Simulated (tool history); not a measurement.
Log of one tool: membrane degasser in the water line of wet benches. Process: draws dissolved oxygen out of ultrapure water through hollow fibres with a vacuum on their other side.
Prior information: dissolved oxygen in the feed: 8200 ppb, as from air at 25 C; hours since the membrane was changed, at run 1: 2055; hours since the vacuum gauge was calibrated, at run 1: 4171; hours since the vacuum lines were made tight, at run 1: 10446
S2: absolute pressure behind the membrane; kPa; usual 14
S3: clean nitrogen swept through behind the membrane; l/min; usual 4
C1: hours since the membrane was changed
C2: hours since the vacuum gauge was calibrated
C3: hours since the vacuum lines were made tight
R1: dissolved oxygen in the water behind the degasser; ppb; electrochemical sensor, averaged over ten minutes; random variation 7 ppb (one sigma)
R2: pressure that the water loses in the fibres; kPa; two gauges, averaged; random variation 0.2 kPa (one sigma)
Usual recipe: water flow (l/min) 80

Run 1, day 0: usual settings; C1 2055; C2 4171; C3 10446. Result: R1 710.5 ppb, R2 43.3 kPa.
Run 2, day 1.188: usual settings; C1 2084; C2 4200; C3 10474. Result: R1 718.4 ppb, R2 43.64 kPa.
Run 3, day 2.942: usual settings; C1 2126; C2 4242; C3 10516. Result: R1 713.2 ppb, R2 43.11 kPa.
Run 4, day 4.575: usual settings; C1 2165; C2 4281; C3 10556. Result: R1 729.9 ppb, R2 43.59 kPa.
Run 5, day 6.808: usual settings; C1 2218; C2 4335; C3 10609. Result: R1 733.3 ppb, R2 43.64 kPa.
Run 6, day 8.546: usual settings; C1 2260; C2 4376; C3 10651. Result: R1 713 ppb, R2 43.87 kPa.
Run 7, day 9.55: usual settings; C1 2284; C2 4400; C3 10675. Result: R1 714.4 ppb, R2 43.94 kPa.
Run 8, day 11.467: usual settings but water flow (l/min) 93; C1 2330; C2 4446; C3 10721. Result: R1 835.3 ppb, R2 50.96 kPa.
Run 9, day 13.162: usual settings but water flow (l/min) 93, S3 1.96 l/min; C1 2371; C2 4487; C3 10762. Result: R1 1189.7 ppb, R2 50.48 kPa.
At day 13.517: vacuum gauge calibrated.
Run 10, day 15.208: usual settings but water flow (l/min) 93, S3 1.96 l/min; C1 2419; C2 41; C3 10810. Result: R1 1191.9 ppb, R2 50.77 kPa.
Run 11, day 16.762: usual settings but water flow (l/min) 93, S3 1.96 l/min; C1 2457; C2 78; C3 10848. Result: R1 1200.6 ppb, R2 50.89 kPa.
Run 12, day 18.754: usual settings but water flow (l/min) 93, S3 1.96 l/min; C1 2505; C2 126; C3 10895. Result: R1 1200 ppb, R2 50.94 kPa.
Run 13, day 21.062: usual settings but water flow (l/min) 93, S3 1.96 l/min; C1 2560; C2 181; C3 10951. Result: R1 1178.9 ppb, R2 50.5 kPa.
Run 14, day 22.625: usual settings; C1 2597; C2 219; C3 10988. Result: R1 730.8 ppb, R2 44.03 kPa.
Run 15, day 24: usual settings; C1 2630; C2 252; C3 11021. Result: R1 711.9 ppb, R2 43.86 kPa.
Run 16, day 26.238: usual settings; C1 2684; C2 305; C3 11075. Result: R1 715 ppb, R2 43.63 kPa.
Run 17, day 28.075: usual settings but water flow (l/min) 81, S2 14.8 kPa, S3 3.76 l/min; C1 2728; C2 349; C3 11119. Result: R1 786.7 ppb, R2 43.93 kPa.
Run 18, day 29.717: usual settings but water flow (l/min) 122, S2 12.6 kPa; C1 2768; C2 389; C3 11159. Result: R1 958.3 ppb, R2 66.49 kPa.
Run 19, day 30.75: usual settings but water flow (l/min) 64, S2 12.6 kPa, S3 6.45 l/min; C1 2793; C2 414; C3 11183. Result: R1 436.2 ppb, R2 34.95 kPa.
Run 20, day 33.058: usual settings but water flow (l/min) 92, S2 23.3 kPa, S3 8.18 l/min; C1 2848; C2 469; C3 11239. Result: R1 796.7 ppb, R2 50.36 kPa.
Run 21, day 34.558: usual settings but S2 13.6 kPa; C1 2884; C2 505; C3 11275. Result: R1 693.7 ppb, R2 43.13 kPa.

Estimate the outcome of run 22 from the log above:
Run 22, day 36.867: usual settings but S2 14.7 kPa; C1 2939; C2 560; C3 11330. Result: R1 ?, R2 ?.

R1: 761.3 ppb
R2: 43.59 kPa
Without the tool's hidden state the same run would have given R1 745.4 ppb, R2 42.88 kPa.
